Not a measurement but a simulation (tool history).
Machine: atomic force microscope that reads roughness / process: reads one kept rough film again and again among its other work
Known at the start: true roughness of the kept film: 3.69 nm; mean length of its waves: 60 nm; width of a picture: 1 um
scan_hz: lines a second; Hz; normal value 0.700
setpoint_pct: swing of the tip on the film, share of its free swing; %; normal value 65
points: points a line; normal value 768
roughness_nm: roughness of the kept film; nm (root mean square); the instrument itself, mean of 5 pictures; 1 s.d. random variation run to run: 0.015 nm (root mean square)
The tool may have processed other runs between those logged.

run   hour  scan_hz  setpoint_pct  points  roughness_nm
  1    0.0    0.700            65     768         3.523
  2    7.6    1.162            65     768         3.458
  3   14.4    1.162            65     768         3.482
  4   24.4    0.905            65     768         3.525
      29.4  -- new tip fitted
  5   29.9    0.905            65     768         3.512
  6   37.2    0.700            65     314         3.526
  7   45.2    3.289            65     314         3.270
  8   51.0    3.289            65     314         3.263
  9   55.8    3.289            65     314         3.277
 10   62.5    0.653            65     314         3.511
 11   70.0    0.700            65     768         3.494
 12   74.7    0.700            65     768         3.532
 13   81.1    0.700            65     768         3.517
 14   91.0    0.711            65     768         3.516
      97.0  -- new tip fitted
 15  101.2    0.700            65     761         3.538
 16  105.9    0.700            67     768         3.534
 17  111.0    0.700            67     768         3.521
 18  117.5    0.700            65     768         3.506
 19  123.8    0.700            65     768         3.533
 20  133.1    0.777            65     768         3.513
 21  140.1    0.777            80     768         3.420
 22  145.0    0.777            80     768         3.420
 23  154.6    0.777            80     768         3.407
     164.2  -- new tip fitted
 24  164.2    0.700            65     538         3.521
 25  173.6    0.916            65     886         3.506
 26  180.5    0.916            65     886         3.522
 27  189.3    0.916            65     886         3.500
 28  198.0    1.334            58     517         3.514
 29  206.7    1.334            58     517         3.507
 30  210.9    1.062            65     768         3.489
 31  220.3    1.062            65     768         3.485
 32  225.9    1.062            63     675         3.497
     232.2  -- new tip fitted
 33  235.2    2.088            72     411         3.291
 34  239.7    0.829            73     351         3.458
 35  245.9    0.700            65     685         3.535

Here are 4 independent what-if runs from the current tool condition. What would each one return?
  A  250.5    0.703            65     685             ?
  B  250.5    0.970            65     577             ?
  C  250.5    1.382            65     685             ?
  D  250.5    0.700            70     327             ?

run  roughness_nm
  A         3.538
  B         3.467
  C         3.471
  D         3.512
Had the tool no hidden state, the same runs would have come out as:
run  roughness_nm
  A         3.541
  B         3.469
  C         3.473
  D         3.514

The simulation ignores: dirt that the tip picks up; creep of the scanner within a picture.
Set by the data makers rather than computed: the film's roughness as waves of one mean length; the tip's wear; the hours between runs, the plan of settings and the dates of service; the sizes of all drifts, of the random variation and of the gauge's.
